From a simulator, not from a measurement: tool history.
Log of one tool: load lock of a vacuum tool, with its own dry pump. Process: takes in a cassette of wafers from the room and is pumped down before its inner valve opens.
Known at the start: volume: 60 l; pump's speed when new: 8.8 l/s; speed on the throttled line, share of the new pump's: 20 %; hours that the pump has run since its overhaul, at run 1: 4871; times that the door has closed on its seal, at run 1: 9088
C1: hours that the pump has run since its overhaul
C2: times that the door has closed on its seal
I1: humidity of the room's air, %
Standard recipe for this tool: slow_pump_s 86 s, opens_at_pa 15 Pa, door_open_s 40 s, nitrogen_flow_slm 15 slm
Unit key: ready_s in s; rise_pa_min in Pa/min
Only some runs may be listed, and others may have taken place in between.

run 1 hour=0 | slow_pump_s=86 opens_at_pa=15 door_open_s=40 nitrogen_flow_slm=15 | C1=4871 C2=9088 | I1=45.3 | ready_s=128.7 rise_pa_min=0.01
run 2 hour=93.3 | slow_pump_s=86 opens_at_pa=15 door_open_s=40 nitrogen_flow_slm=15 | C1=4965 C2=9369 | I1=46.1 | ready_s=129.6 rise_pa_min=0.009
run 3 hour=181.1 | slow_pump_s=86 opens_at_pa=15 door_open_s=40 nitrogen_flow_slm=15 | C1=5052 C2=9633 | I1=47.9 | ready_s=130.1 rise_pa_min=0.006
run 4 hour=255.2 | slow_pump_s=86 opens_at_pa=15 door_open_s=40 nitrogen_flow_slm=15 | C1=5126 C2=9856 | I1=46.8 | ready_s=130.3 rise_pa_min=0.008
run 5 hour=315.1 | slow_pump_s=86 opens_at_pa=15 door_open_s=204 nitrogen_flow_slm=15 | C1=5186 C2=10036 | I1=46.3 | ready_s=129.6 rise_pa_min=0.034
run 6 hour=379 | slow_pump_s=48 opens_at_pa=19 door_open_s=85 nitrogen_flow_slm=9 | C1=5250 C2=10228 | I1=42.8 | ready_s=97.4 rise_pa_min=0.018
run 7 hour=465.6 | slow_pump_s=48 opens_at_pa=19 door_open_s=85 nitrogen_flow_slm=9 | C1=5337 C2=10489 | I1=46.8 | ready_s=97.4 rise_pa_min=0.021
run 8 hour=564.3 | slow_pump_s=96 opens_at_pa=12 door_open_s=164 nitrogen_flow_slm=36 | C1=5436 C2=10786 | I1=46.9 | ready_s=138.7 rise_pa_min=0.017
run 9 hour=639.4 | slow_pump_s=71 opens_at_pa=23 door_open_s=180 nitrogen_flow_slm=4 | C1=5511 C2=11012 | I1=47.1 | ready_s=114.3 rise_pa_min=0.045
run 10 hour=753.8 | slow_pump_s=71 opens_at_pa=23 door_open_s=180 nitrogen_flow_slm=7 | C1=5625 C2=11356 | I1=42.9 | ready_s=114.2 rise_pa_min=0.034

What if the next run were any one of these 5? Each begins from the tool's condition after run 10:
run A hour=820.9 | slow_pump_s=105 opens_at_pa=23 door_open_s=180 nitrogen_flow_slm=6 | C1=5692 C2=11558 | I1=44.9 | ready_s=? rise_pa_min=?
run B hour=820.9 | slow_pump_s=86 opens_at_pa=23 door_open_s=118 nitrogen_flow_slm=38 | C1=5692 C2=11558 | I1=45.1 | ready_s=? rise_pa_min=?
run C hour=820.9 | slow_pump_s=110 opens_at_pa=13 door_open_s=173 nitrogen_flow_slm=7 | C1=5692 C2=11558 | I1=41.7 | ready_s=? rise_pa_min=?
run D hour=820.9 | slow_pump_s=64 opens_at_pa=23 door_open_s=166 nitrogen_flow_slm=25 | C1=5692 C2=11558 | I1=46 | ready_s=? rise_pa_min=?
run E hour=820.9 | slow_pump_s=86 opens_at_pa=12 door_open_s=40 nitrogen_flow_slm=5 | C1=5692 C2=11558 | I1=45.4 | ready_s=? rise_pa_min=?

run=A ready_s=142.1 rise_pa_min=0.041
run=B ready_s=126.6 rise_pa_min=0.009
run=C ready_s=149.5 rise_pa_min=0.042
run=D ready_s=108.7 rise_pa_min=0.025
run=E ready_s=130.9 rise_pa_min=0.012
Without the tool's unlogged condition, the same runs would have read:
run=A ready_s=142.1 rise_pa_min=0.041
run=B ready_s=126.6 rise_pa_min=0.008
run=C ready_s=149.5 rise_pa_min=0.042
run=D ready_s=108.7 rise_pa_min=0.025
run=E ready_s=130.9 rise_pa_min=0.012
